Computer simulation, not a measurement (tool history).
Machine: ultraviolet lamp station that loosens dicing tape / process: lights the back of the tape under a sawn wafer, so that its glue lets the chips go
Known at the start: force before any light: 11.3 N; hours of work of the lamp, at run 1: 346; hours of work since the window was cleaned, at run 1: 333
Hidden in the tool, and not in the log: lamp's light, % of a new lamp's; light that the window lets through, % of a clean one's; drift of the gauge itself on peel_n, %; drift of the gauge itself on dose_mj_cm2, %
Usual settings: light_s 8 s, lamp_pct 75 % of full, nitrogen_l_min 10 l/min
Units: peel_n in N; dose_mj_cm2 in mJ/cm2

| run | hour | light_s | lamp_pct | nitrogen_l_min | hours of work of the lamp | hours of work since the window was cleaned | peel_n | dose_mj_cm2 |
|---|---|---|---|---|---|---|---|---|
| 1 | 0.0 | 8 | 75 | 10 | 346 | 333 | 0.496 | 236 |
| 2 | 7.2 | 8 | 80 | 10 | 351 | 338 | 0.413 | 247 |
| 3 | 20.7 | 8 | 80 | 10 | 361 | 348 | 0.426 | 250 |
| 4 | 34.3 | 8 | 80 | 10 | 370 | 357 | 0.431 | 244 |
| 5 | 48.8 | 8 | 80 | 10 | 380 | 368 | 0.445 | 244 |
| 6 | 61.5 | 8 | 94 | 10 | 389 | 377 | 0.344 | 287 |
| 7 | 70.7 | 8 | 94 | 10 | 396 | 383 | 0.341 | 292 |
| 8 | 83.8 | 8 | 63 | 10 | 405 | 392 | 0.747 | 192 |
| 9 | 90.3 | 8 | 75 | 12 | 410 | 397 | 0.473 | 229 |
| 10 | 97.1 | 8 | 75 | 12 | 415 | 402 | 0.485 | 227 |
| 11 | 106.7 | 8 | 75 | 12 | 422 | 409 | 0.496 | 226 |
| 12 | 114.2 | 8 | 75 | 12 | 427 | 414 | 0.477 | 226 |
| 13 | 124.5 | 8 | 75 | 12 | 434 | 421 | 0.494 | 224 |
| 14 | 135.0 | 8 | 69 | 12 | 442 | 429 | 0.600 | 205 |
| 15 | 147.8 | 8 | 69 | 12 | 451 | 438 | 0.614 | 201 |
| 16 | 160.4 | 8 | 69 | 12 | 459 | 447 | 0.573 | 207 |
| 17 | 172.0 | 8 | 69 | 12 | 468 | 455 | 0.613 | 203 |
| 18 | 185.7 | 8 | 69 | 12 | 477 | 465 | 0.603 | 202 |
| 19 | 192.4 | 8 | 75 | 8 | 482 | 469 | 0.617 | 218 |
| 20 | 207.2 | 8 | 75 | 8 | 493 | 480 | 0.636 | 218 |
| 21 | 219.3 | 8 | 68 | 10 | 501 | 488 | 0.716 | 198 |
| 22 | 226.5 | 8 | 75 | 14 | 506 | 494 | 0.513 | 215 |
| 23 | 238.9 | 8 | 75 | 14 | 515 | 502 | 0.509 | 217 |
| 24 | 254.1 | 10 | 99 | 15 | 526 | 513 | 0.271 | 355 |
| 25 | 264.5 | 9 | 66 | 3 | 533 | 520 | 1.154 | 212 |
| 26 | 273.4 | 6 | 90 | 14 | 540 | 527 | 0.654 | 189 |
| 27 | 284.6 | 8 | 63 | 12 | 547 | 535 | 0.786 | 175 |
| 28 | 296.4 | 8 | 63 | 12 | 556 | 543 | 0.792 | 174 |
| 29 | 304.2 | 8 | 63 | 12 | 561 | 549 | 0.790 | 174 |
| 30 | 310.9 | 14 | 75 | 7 | 566 | 553 | 0.299 | 367 |
| 31 | 322.7 | 15 | 89 | 8 | 574 | 562 | 0.258 | 462 |
| 32 | 337.0 | 4 | 69 | 10 | 585 | 572 | 2.599 | 94 |
| 33 | 352.1 | 5 | 75 | 10 | 595 | 582 | 1.600 | 127 |
|  | 356.1 | window cleaned of glue's vapour |
| 34 | 360.5 | 5 | 75 | 10 | 601 | 3 | 1.122 | 152 |
| 35 | 370.1 | 6 | 75 | 5 | 608 | 10 | 1.138 | 182 |
| 36 | 383.4 | 10 | 75 | 10 | 617 | 19 | 0.311 | 303 |
| 37 | 394.4 | 10 | 88 | 10 | 625 | 27 | 0.275 | 353 |
| 38 | 407.1 | 8 | 75 | 3 | 634 | 36 | 0.835 | 242 |
| 39 | 417.0 | 4 | 85 | 6 | 641 | 43 | 1.701 | 137 |
| 40 | 428.2 | 4 | 85 | 6 | 649 | 51 | 1.739 | 136 |
| 41 | 440.1 | 5 | 72 | 6 | 657 | 59 | 1.638 | 143 |
| 42 | 450.7 | 10 | 91 | 19 | 665 | 67 | 0.262 | 365 |
| 43 | 464.8 | 12 | 75 | 14 | 675 | 77 | 0.263 | 350 |
| 44 | 479.9 | 8 | 75 | 18 | 685 | 88 | 0.401 | 239 |

Measured less the same run without the tool's hidden state. The same run-to-run variation is in both; the gauge's scatter may not be:
| run | peel_n | dose_mj_cm2 |
|---|---|---|
| 1 | +0.131 | -49 |
| 2 | +0.102 | -53 |
| 3 | +0.109 | -54 |
| 4 | +0.111 | -55 |
| 5 | +0.118 | -58 |
| 6 | +0.066 | -68 |
| 7 | +0.067 | -70 |
| 8 | +0.263 | -48 |
| 9 | +0.141 | -58 |
| 10 | +0.150 | -58 |
| 11 | +0.155 | -59 |
| 12 | +0.151 | -59 |
| 13 | +0.158 | -61 |
| 14 | +0.212 | -57 |
| 15 | +0.220 | -57 |
| 16 | +0.213 | -58 |
| 17 | +0.231 | -59 |
| 18 | +0.230 | -60 |
| 19 | +0.237 | -65 |
| 20 | +0.251 | -68 |
| 21 | +0.294 | -62 |
| 22 | +0.183 | -69 |
| 23 | +0.183 | -71 |
| 24 | +0.019 | -119 |
| 25 | +0.522 | -72 |
| 26 | +0.279 | -66 |
| 27 | +0.355 | -63 |
| 28 | +0.364 | -63 |
| 29 | +0.363 | -63 |
| 30 | +0.039 | -133 |
| 31 | +0.008 | -172 |
| 32 | +1.053 | -36 |
| 33 | +0.754 | -50 |
| 34 | +0.286 | -25 |
| 35 | +0.301 | -30 |
| 36 | +0.042 | -51 |
| 37 | +0.021 | -62 |
| 38 | +0.242 | -43 |
| 39 | +0.445 | -25 |
| 40 | +0.462 | -25 |
| 41 | +0.459 | -28 |
| 42 | +0.010 | -72 |
| 43 | +0.016 | -72 |
| 44 | +0.092 | -51 |
